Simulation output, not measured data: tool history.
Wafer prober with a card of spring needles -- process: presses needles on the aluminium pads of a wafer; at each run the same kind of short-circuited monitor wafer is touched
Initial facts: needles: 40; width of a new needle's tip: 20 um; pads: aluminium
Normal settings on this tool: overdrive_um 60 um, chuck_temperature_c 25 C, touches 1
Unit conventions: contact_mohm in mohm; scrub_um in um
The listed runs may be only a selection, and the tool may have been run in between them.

run,hour,overdrive_um,chuck_temperature_c,touches,contact_mohm,scrub_um
1,0,60,25,1,237,15.57
# hour 9: tips cleaned on abrasive film
# hour 30.7: tips cleaned on abrasive film
# hour 52.9: tips cleaned on abrasive film
# hour 75.2: tips cleaned on abrasive film
2,81.8,60,25,1,219,15.59
# hour 90.9: height of the first contact set anew
# hour 95.4: tips cleaned on abrasive film
# hour 117: tips cleaned on abrasive film
3,124.1,60,76,1,230,15.07
# hour 137.5: tips cleaned on abrasive film
# hour 159.2: tips cleaned on abrasive film
4,161.8,60,76,1,201,14.91
# hour 179.6: tips cleaned on abrasive film
# hour 201.9: tips cleaned on abrasive film
# hour 223.8: tips cleaned on abrasive film
5,229.3,60,25,1,239,14.78
# hour 242.7: tips cleaned on abrasive film
# hour 264.3: tips cleaned on abrasive film
# hour 285.9: tips cleaned on abrasive film
6,286.3,60,25,1,138,14.93
# hour 308: tips cleaned on abrasive film
# hour 329.2: tips cleaned on abrasive film
7,329.2,60,25,1,127,14.88
# hour 350.8: tips cleaned on abrasive film
8,367.6,60,25,1,259,14.88
# hour 372.2: tips cleaned on abrasive film
# hour 394.4: tips cleaned on abrasive film
# hour 416.7: tips cleaned on abrasive film
# hour 438.9: tips cleaned on abrasive film
# hour 459.4: tips cleaned on abrasive film
9,459.4,60,25,1,130,14.64
# hour 464.1: height of the first contact set anew, once more
# hour 481.4: tips cleaned on abrasive film
10,499.1,60,25,1,241,15.93
# hour 503.6: tips cleaned on abrasive film
# hour 525.8: tips cleaned on abrasive film
# hour 547.5: tips cleaned on abrasive film
# hour 568.6: tips cleaned on abrasive film
11,582.1,60,25,1,243,15.89
# hour 586.6: tips cleaned on abrasive film
# hour 608.8: tips cleaned on abrasive film
# hour 631: tips cleaned on abrasive film
# hour 653.3: tips cleaned on abrasive film
12,669.1,60,25,1,246,15.77
# hour 673.7: tips cleaned on abrasive film
# hour 695.8: tips cleaned on abrasive film
# hour 713.6: tips cleaned on abrasive film
# hour 735.8: tips cleaned on abrasive film
13,748.8,60,25,2,196,15.56
# hour 757.7: tips cleaned on abrasive film
# hour 780: tips cleaned on abrasive film
# hour 801.6: tips cleaned on abrasive film
# hour 823.9: tips cleaned on abrasive film
14,829.5,77,33,2,156,20.03
# hour 842.9: tips cleaned on abrasive film
# hour 865.1: tips cleaned on abrasive film
# hour 883.1: height of the first contact set anew
# hour 887.7: tips cleaned on abrasive film
# hour 909.8: tips cleaned on abrasive film
15,919.8,43,30,1,369,11.39
# hour 928.3: tips cleaned on abrasive film
# hour 950: tips cleaned on abrasive film
# hour 969.7: tips cleaned on abrasive film
16,969.7,43,26,2,133,11.33
# hour 987.6: tips cleaned on abrasive film
# hour 1009.8: tips cleaned on abrasive film
# hour 1028.6: tips cleaned on abrasive film
17,1028.6,74,71,3,122,19.54
# hour 1050.3: tips cleaned on abrasive film
# hour 1072.5: tips cleaned on abrasive film
# hour 1094.6: tips cleaned on abrasive film
18,1111.7,43,63,1,371,11.13
# hour 1116.2: tips cleaned on abrasive film
# hour 1137.8: tips cleaned on abrasive film
# hour 1160.1: tips cleaned on abrasive film
# hour 1182.3: tips cleaned on abrasive film
19,1189.4,43,63,1,352,11.09

Estimate the outcome of run 20 from the log above:
# hour 1202.5: tips cleaned on abrasive film
# hour 1224.3: tips cleaned on abrasive film
# hour 1246.6: tips cleaned on abrasive film
# hour 1268.8: tips cleaned on abrasive film
20,1280.6,48,84,1,?,?

{"run 20": {"contact_mohm": 326, "scrub_um": 12.27}}
On a tool with no hidden condition, and with the same random variation, this run would have come out at contact_mohm 127 mohm, scrub_um 12.8 um.
